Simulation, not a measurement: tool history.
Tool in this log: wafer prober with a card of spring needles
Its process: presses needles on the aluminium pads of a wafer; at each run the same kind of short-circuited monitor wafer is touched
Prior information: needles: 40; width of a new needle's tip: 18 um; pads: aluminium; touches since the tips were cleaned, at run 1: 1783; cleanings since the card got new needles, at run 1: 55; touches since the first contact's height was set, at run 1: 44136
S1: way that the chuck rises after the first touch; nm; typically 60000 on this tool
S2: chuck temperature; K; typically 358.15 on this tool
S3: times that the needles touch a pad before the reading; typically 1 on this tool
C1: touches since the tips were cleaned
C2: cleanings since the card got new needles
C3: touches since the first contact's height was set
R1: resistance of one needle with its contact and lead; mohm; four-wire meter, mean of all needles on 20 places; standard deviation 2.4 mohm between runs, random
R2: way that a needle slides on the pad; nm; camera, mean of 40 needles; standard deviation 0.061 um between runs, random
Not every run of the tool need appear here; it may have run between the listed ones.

| run | hour | S1 | S2 | S3 | C1 | C2 | C3 | R1 | R2 |
|---|---|---|---|---|---|---|---|---|---|
| 1 | 0 | 60000 | 358.15 | 1 | 1783 | 55 | 44136 | 283 | 11150 |
|  | 9.8 | tips cleaned on abrasive film |
|  | 22.9 | tips cleaned on abrasive film |
|  | 36 | tips cleaned on abrasive film |
| 2 | 47.7 | 60000 | 358.15 | 1 | 3662 | 58 | 58892 | 290 | 11060 |
|  | 51.1 | tips cleaned on abrasive film |
|  | 67.4 | tips cleaned on abrasive film |
|  | 80.4 | tips cleaned on abrasive film |
|  | 96.7 | tips cleaned on abrasive film |
| 3 | 103.1 | 60000 | 358.15 | 1 | 1971 | 62 | 75990 | 285 | 11010 |
|  | 112.9 | tips cleaned on abrasive film |
|  | 129.2 | tips cleaned on abrasive film |
|  | 145.5 | tips cleaned on abrasive film |
| 4 | 152.7 | 60000 | 346.15 | 1 | 2244 | 65 | 91343 | 284 | 11140 |
|  | 159.3 | tips cleaned on abrasive film |
|  | 172.4 | tips cleaned on abrasive film |
|  | 188.7 | tips cleaned on abrasive film |
|  | 205 | tips cleaned on abrasive film |
|  | 221.3 | tips cleaned on abrasive film |
| 5 | 221.5 | 60000 | 358.15 | 1 | 69 | 70 | 112588 | 275 | 11100 |
|  | 234.6 | tips cleaned on abrasive film |
|  | 250.9 | tips cleaned on abrasive film |
|  | 264 | tips cleaned on abrasive film |
|  | 280.3 | tips cleaned on abrasive film |
| 6 | 290.9 | 60000 | 358.15 | 1 | 3319 | 74 | 134058 | 290 | 10940 |
|  | 294.3 | tips cleaned on abrasive film |
|  | 310.6 | tips cleaned on abrasive film |
|  | 326.9 | tips cleaned on abrasive film |
|  | 343.2 | tips cleaned on abrasive film |
| 7 | 343.6 | 60000 | 358.15 | 1 | 131 | 78 | 150323 | 270 | 10930 |
|  | 356.7 | tips cleaned on abrasive film |
|  | 369.7 | tips cleaned on abrasive film |
|  | 386 | tips cleaned on abrasive film |
|  | 399.1 | tips cleaned on abrasive film |
|  | 415.4 | tips cleaned on abrasive film |
|  | 428.5 | tips cleaned on abrasive film |
|  | 444.3 | tips cleaned on abrasive film |
| 8 | 444.3 | 60000 | 358.15 | 1 | 0 | 85 | 181444 | 277 | 10820 |
|  | 457.4 | tips cleaned on abrasive film |
|  | 470.5 | tips cleaned on abrasive film |
|  | 486.8 | tips cleaned on abrasive film |
|  | 503.1 | tips cleaned on abrasive film |
|  | 519.4 | tips cleaned on abrasive film |
| 9 | 520 | 60000 | 358.15 | 1 | 205 | 90 | 204843 | 273 | 10880 |
|  | 533.1 | tips cleaned on abrasive film |
|  | 549.4 | tips cleaned on abrasive film |
|  | 552.9 | height of the first contact set anew |
|  | 566 | tips cleaned on abrasive film |
|  | 579.1 | tips cleaned on abrasive film |
| 10 | 581.1 | 52000 | 363.15 | 3 | 621 | 94 | 8689 | 281 | 9690 |
|  | 594.1 | tips cleaned on abrasive film |
|  | 610.5 | tips cleaned on abrasive film |
|  | 624.3 | tips cleaned on abrasive film |
| 11 | 624.3 | 66000 | 309.15 | 1 | 0 | 97 | 22045 | 256 | 12370 |
|  | 640.6 | tips cleaned on abrasive film |
|  | 653.7 | tips cleaned on abrasive film |
|  | 670 | tips cleaned on abrasive film |
|  | 686.3 | tips cleaned on abrasive film |
|  | 699.3 | tips cleaned on abrasive film |
| 12 | 711.4 | 78000 | 309.15 | 1 | 3760 | 102 | 48996 | 266 | 14410 |
|  | 714.8 | tips cleaned on abrasive film |
|  | 731.1 | tips cleaned on abrasive film |
|  | 747.4 | tips cleaned on abrasive film |
|  | 760.4 | tips cleaned on abrasive film |
|  | 776.8 | tips cleaned on abrasive film |
| 13 | 788.8 | 78000 | 309.15 | 1 | 3746 | 107 | 72910 | 270 | 14420 |
|  | 792.1 | tips cleaned on abrasive film |
|  | 808.4 | tips cleaned on abrasive film |
|  | 824.7 | tips cleaned on abrasive film |
|  | 841.1 | tips cleaned on abrasive film |
|  | 854.1 | tips cleaned on abrasive film |
| 14 | 864.8 | 48000 | 302.15 | 1 | 3327 | 112 | 96404 | 288 | 8910 |
|  | 868.2 | tips cleaned on abrasive film |
|  | 884.5 | tips cleaned on abrasive film |
|  | 900.8 | tips cleaned on abrasive film |
|  | 913.8 | tips cleaned on abrasive film |
|  | 927.9 | tips cleaned on abrasive film |
| 15 | 927.9 | 70000 | 358.15 | 2 | 0 | 117 | 115879 | 266 | 12720 |
|  | 941 | tips cleaned on abrasive film |
|  | 957.3 | tips cleaned on abrasive film |
|  | 973.6 | tips cleaned on abrasive film |
|  | 989.9 | tips cleaned on abrasive film |
| 16 | 998.6 | 47000 | 358.15 | 2 | 2720 | 121 | 137760 | 289 | 8500 |
|  | 1005.2 | tips cleaned on abrasive film |
|  | 1021.5 | tips cleaned on abrasive film |
|  | 1037.8 | tips cleaned on abrasive film |
|  | 1054.1 | tips cleaned on abrasive film |
| 17 | 1058.9 | 47000 | 314.15 | 2 | 1482 | 125 | 156384 | 274 | 8480 |

Here are 3 independent what-if runs from the current tool condition. What would each one return?
|  | 1068.7 | tips cleaned on abrasive film |
|  | 1081.8 | tips cleaned on abrasive film |
|  | 1098.1 | tips cleaned on abrasive film |
| A | 1101.4 | 47000 | 305.15 | 2 | 1021 | 128 | 169508 | ? | ? |
|  | 1068.7 | tips cleaned on abrasive film |
|  | 1081.8 | tips cleaned on abrasive film |
|  | 1098.1 | tips cleaned on abrasive film |
| B | 1101.4 | 47000 | 371.15 | 2 | 1021 | 128 | 169508 | ? | ? |
|  | 1068.7 | tips cleaned on abrasive film |
|  | 1081.8 | tips cleaned on abrasive film |
|  | 1098.1 | tips cleaned on abrasive film |
| C | 1101.4 | 42000 | 336.15 | 2 | 1021 | 128 | 169508 | ? | ? |

| run | R1 | R2 |
|---|---|---|
| A | 272 | 8480 |
| B | 289 | 8470 |
| C | 279 | 7550 |
The same runs, with their run-to-run variation unchanged, on a tool lacking any hidden condition would have given:
| run | R1 | R2 |
|---|---|---|
| A | 261 | 8880 |
| B | 279 | 8870 |
| C | 267 | 7950 |

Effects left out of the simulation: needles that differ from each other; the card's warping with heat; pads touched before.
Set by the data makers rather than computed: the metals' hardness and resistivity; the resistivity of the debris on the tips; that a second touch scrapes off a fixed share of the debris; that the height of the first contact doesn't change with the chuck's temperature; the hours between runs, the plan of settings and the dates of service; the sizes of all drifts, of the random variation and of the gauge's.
